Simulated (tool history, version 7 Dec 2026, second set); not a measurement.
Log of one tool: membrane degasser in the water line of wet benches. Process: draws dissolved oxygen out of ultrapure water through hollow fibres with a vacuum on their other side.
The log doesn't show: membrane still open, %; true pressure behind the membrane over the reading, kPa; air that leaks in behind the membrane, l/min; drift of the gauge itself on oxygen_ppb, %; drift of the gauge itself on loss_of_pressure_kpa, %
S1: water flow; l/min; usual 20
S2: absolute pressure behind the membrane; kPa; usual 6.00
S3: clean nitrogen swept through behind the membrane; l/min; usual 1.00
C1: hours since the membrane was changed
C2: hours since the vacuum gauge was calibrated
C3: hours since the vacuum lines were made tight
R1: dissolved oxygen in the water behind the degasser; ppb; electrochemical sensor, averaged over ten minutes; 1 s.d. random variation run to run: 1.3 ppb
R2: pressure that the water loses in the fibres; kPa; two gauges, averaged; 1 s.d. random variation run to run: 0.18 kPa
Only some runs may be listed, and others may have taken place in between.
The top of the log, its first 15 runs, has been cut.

Run 16, hour 2195.2: usual settings; C1 7168; C2 664; C3 5196. Result: R1 127.5 ppb, R2 32.60 kPa.
Run 17, hour 2357.2: usual settings but S1 22 l/min, S2 4.50 kPa, S3 1.46 l/min; C1 7330; C2 826; C3 5358. Result: R1 50.0 ppb, R2 36.31 kPa.
Run 18, hour 2559.7: usual settings but S1 22 l/min, S2 4.50 kPa, S3 1.46 l/min; C1 7532; C2 1029; C3 5560. Result: R1 49.7 ppb, R2 36.08 kPa.
Run 19, hour 2675.0: usual settings but S1 13 l/min, S2 8.74 kPa, S3 0.76 l/min; C1 7648; C2 1144; C3 5676. Result: R1 212.0 ppb, R2 21.05 kPa.
Run 20, hour 2791.8: usual settings but S2 5.39 kPa; C1 7765; C2 1261; C3 5792. Result: R1 99.6 ppb, R2 32.67 kPa.
Run 21, hour 2886.6: usual settings but S2 5.39 kPa; C1 7859; C2 1356; C3 5887. Result: R1 100.5 ppb, R2 33.04 kPa.
Run 22, hour 3077.0: usual settings but S2 5.39 kPa; C1 8050; C2 1546; C3 6078. Result: R1 99.8 ppb, R2 32.90 kPa.
Run 23, hour 3238.0: usual settings but S1 12 l/min, S2 5.39 kPa; C1 8211; C2 1707; C3 6239. Result: R1 61.1 ppb, R2 19.55 kPa.
Run 24, hour 3389.9: usual settings but S1 29 l/min, S2 7.54 kPa, S3 1.56 l/min; C1 8363; C2 1859; C3 6391. Result: R1 191.6 ppb, R2 47.40 kPa.
Run 25, hour 3537.9: usual settings but S1 29 l/min, S2 7.54 kPa, S3 1.56 l/min; C1 8511; C2 2007; C3 6539. Result: R1 190.4 ppb, R2 47.59 kPa.
Run 26, hour 3632.4: usual settings but S1 29 l/min, S2 7.54 kPa, S3 1.76 l/min; C1 8605; C2 2101; C3 6633. Result: R1 176.5 ppb, R2 47.58 kPa.
Run 27, hour 3738.6: usual settings but S1 23 l/min, S2 11.89 kPa, S3 1.22 l/min; C1 8711; C2 2207; C3 6739. Result: R1 362.9 ppb, R2 37.93 kPa.
At hour 3795.5: seals of the vacuum lines changed.
Run 28, hour 3912.9: usual settings but S1 15 l/min, S2 11.89 kPa, S3 1.22 l/min; C1 8884; C2 2380; C3 117. Result: R1 245.1 ppb, R2 24.61 kPa.
Run 29, hour 4104.1: usual settings but S1 19 l/min, S2 8.70 kPa, S3 1.24 l/min; C1 9075; C2 2571; C3 309. Result: R1 190.5 ppb, R2 31.34 kPa.
Run 30, hour 4271.8: usual settings but S1 19 l/min, S2 8.70 kPa, S3 1.24 l/min; C1 9243; C2 2739; C3 476. Result: R1 190.8 ppb, R2 31.10 kPa.
Run 31, hour 4436.7: usual settings but S1 17 l/min, S2 9.85 kPa, S3 0.44 l/min; C1 9408; C2 2904; C3 641. Result: R1 487.4 ppb, R2 27.91 kPa.

4 options for the next run, each taken on its own from the tool as it stands now. Forecast them:
Run A, hour 4628.4: usual settings but S1 30 l/min; C1 9599; C2 3095; C3 833. Result: R1 ?, R2 ?.
Run B, hour 4628.4: usual settings but S1 17 l/min, S2 13.37 kPa, S3 0.44 l/min; C1 9599; C2 3095; C3 833. Result: R1 ?, R2 ?.
Run C, hour 4628.4: usual settings but S1 17 l/min, S2 3.66 kPa, S3 0.88 l/min; C1 9599; C2 3095; C3 833. Result: R1 ?, R2 ?.
Run D, hour 4628.4: usual settings but S1 19 l/min, S3 0.61 l/min; C1 9599; C2 3095; C3 833. Result: R1 ?, R2 ?.

run     R1     R2
  A  192.9  49.21
  B  750.4  27.41
  C   21.4  27.71
  D  185.7  31.21
With the hidden condition removed and each run's random variation left untouched, the same runs would have given:
run     R1     R2
  A  192.7  49.17
  B  750.2  27.38
  C   21.3  27.69
  D  185.5  31.18
